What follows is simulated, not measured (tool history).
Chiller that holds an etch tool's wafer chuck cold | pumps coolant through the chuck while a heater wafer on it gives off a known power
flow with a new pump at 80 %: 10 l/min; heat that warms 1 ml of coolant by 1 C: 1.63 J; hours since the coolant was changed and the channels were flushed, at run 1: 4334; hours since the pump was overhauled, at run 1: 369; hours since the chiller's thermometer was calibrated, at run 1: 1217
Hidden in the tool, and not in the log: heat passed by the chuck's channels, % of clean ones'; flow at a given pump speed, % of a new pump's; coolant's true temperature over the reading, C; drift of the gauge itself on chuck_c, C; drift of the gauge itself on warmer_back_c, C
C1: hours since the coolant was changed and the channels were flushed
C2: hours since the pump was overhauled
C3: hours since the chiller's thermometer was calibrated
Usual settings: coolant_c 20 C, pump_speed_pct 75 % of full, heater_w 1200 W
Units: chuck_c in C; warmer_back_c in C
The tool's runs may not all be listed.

Run 1, hour 0: usual settings; C1 4334; C2 369; C3 1217. Result: chuck_c 35.3 C, warmer_back_c 4.69 C.
Run 2, hour 21.7: usual settings; C1 4356; C2 391; C3 1238. Result: chuck_c 35.4 C, warmer_back_c 4.69 C.
Run 3, hour 49.1: usual settings; C1 4383; C2 418; C3 1266. Result: chuck_c 35.2 C, warmer_back_c 4.75 C.
Run 4, hour 64.2: usual settings but pump_speed_pct 98 % of full; C1 4398; C2 433; C3 1281. Result: chuck_c 31.9 C, warmer_back_c 3.56 C.
Run 5, hour 93.2: usual settings but heater_w 1426 W; C1 4427; C2 462; C3 1310. Result: chuck_c 38.4 C, warmer_back_c 5.63 C.
Run 6, hour 125.9: usual settings but pump_speed_pct 61 % of full; C1 4460; C2 495; C3 1343. Result: chuck_c 38.9 C, warmer_back_c 6 C.
Run 7, hour 151.3: usual settings but pump_speed_pct 98 % of full; C1 4486; C2 520; C3 1368. Result: chuck_c 32 C, warmer_back_c 3.52 C.
Run 8, hour 168.7: usual settings but coolant_c 11 C, pump_speed_pct 78 % of full, heater_w 1072 W; C1 4503; C2 538; C3 1385. Result: chuck_c 24.2 C, warmer_back_c 4.07 C.
Run 9, hour 198.7: usual settings but coolant_c 22 C, pump_speed_pct 79 % of full, heater_w 1117 W; C1 4533; C2 568; C3 1415. Result: chuck_c 35.6 C, warmer_back_c 4.19 C.
Run 10, hour 217: usual settings but coolant_c 22 C, pump_speed_pct 79 % of full, heater_w 1117 W; C1 4551; C2 586; C3 1434. Result: chuck_c 35.7 C, warmer_back_c 4.2 C.
Run 11, hour 241: usual settings but coolant_c 15 C, pump_speed_pct 88 % of full; C1 4575; C2 610; C3 1458. Result: chuck_c 28.2 C, warmer_back_c 3.98 C.
Run 12, hour 258.1: usual settings but coolant_c 24 C, pump_speed_pct 66 % of full, heater_w 861 W; C1 4592; C2 627; C3 1475. Result: chuck_c 36.6 C, warmer_back_c 3.93 C.
Run 13, hour 280: usual settings but coolant_c 14 C, pump_speed_pct 61 % of full, heater_w 1120 W; C1 4614; C2 649; C3 1497. Result: chuck_c 31.7 C, warmer_back_c 5.56 C.

Some steps in chuck_c between neighbouring runs. How much of each would the tool show without its hidden state too (settings, what came in, random variation), and how much is left for the hidden state, with any gauge scatter that isn't in both results?
Run 4 -> 5: pump_speed_pct 98 -> 75, heater_w 1200 -> 1426. chuck_c +6.5 C: hidden state +0.5, all else +6.
Run 8 -> 9: coolant_c 11 -> 22, pump_speed_pct 78 -> 79, heater_w 1072 -> 1117. chuck_c +11.4 C: hidden state +0, all else +11.4.
